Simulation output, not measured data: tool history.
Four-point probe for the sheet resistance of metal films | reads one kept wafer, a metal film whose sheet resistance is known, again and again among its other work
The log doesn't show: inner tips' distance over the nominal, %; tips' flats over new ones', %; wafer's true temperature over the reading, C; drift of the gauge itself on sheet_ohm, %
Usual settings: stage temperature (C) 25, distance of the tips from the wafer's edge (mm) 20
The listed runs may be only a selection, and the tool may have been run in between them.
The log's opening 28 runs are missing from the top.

run    hour  stage temperature (C)  distance of the tips from the wafer's edge (mm)  touches since the probe head was changed  hours of work since the stage's thermometer was calibrated  sheet resistance as the instrument gives it (ohm/square)
     2360.0  -- stage's thermometer calibrated, once more
 29  2452.5                     30                                               29                                     49967                                                          42                                                  0.033013
 30  2531.2                     30                                               29                                     53158                                                          78                                                  0.032989
 31  2606.5                     30                                               29                                     56215                                                         112                                                  0.032986
 32  2667.4                     30                                               10                                     58688                                                         140                                                  0.033231
 33  2757.9                     25                                               63                                     62361                                                         181                                                  0.032829
     2811.6  -- new probe head fitted
 34  2811.6                     25                                               63                                         0                                                         204                                                  0.033017
 35  2870.1                     30                                               21                                      2376                                                         231                                                  0.033150
 36  2918.4                     30                                               21                                      4335                                                         253                                                  0.033153
 37  2997.0                     20                                               26                                      7524                                                         289                                                  0.032911
 38  3052.3                     27                                               27                                      9770                                                         314                                                  0.033042
 39  3120.8                     27                                               27                                     12549                                                         345                                                  0.033027
 40  3190.3                     27                                               27                                     15372                                                         376                                                  0.033004
 41  3286.3                     27                                               27                                     19269                                                         420                                                  0.032997
 42  3383.0                     24                                                5                                     23193                                                         464                                                  0.033983
 43  3450.0                     25                                                5                                     25910                                                         494                                                  0.033984
 44  3550.2                     20                                                3                                     29976                                                         540                                                  0.035631

What if the next run were any one of these 4? Each begins from the tool's condition after run 44:
  A  3638.7                     32                                               51                                     33571                                                         580                                                         ?
  B  3638.7                     19                                               13                                     33571                                                         580                                                         ?
  C  3638.7                     29                                                3                                     33571                                                         580                                                         ?
  D  3638.7                     20                                               49                                     33571                                                         580                                                         ?

run  sheet resistance as the instrument gives it (ohm/square)
  A                                                  0.033000
  B                                                  0.032898
  C                                                  0.035811
  D                                                  0.032768
Take away the tool's hidden state, keep each run's random variation, and the runs would have read:
run  sheet resistance as the instrument gives it (ohm/square)
  A                                                  0.033188
  B                                                  0.033086
  C                                                  0.036014
  D                                                  0.032955
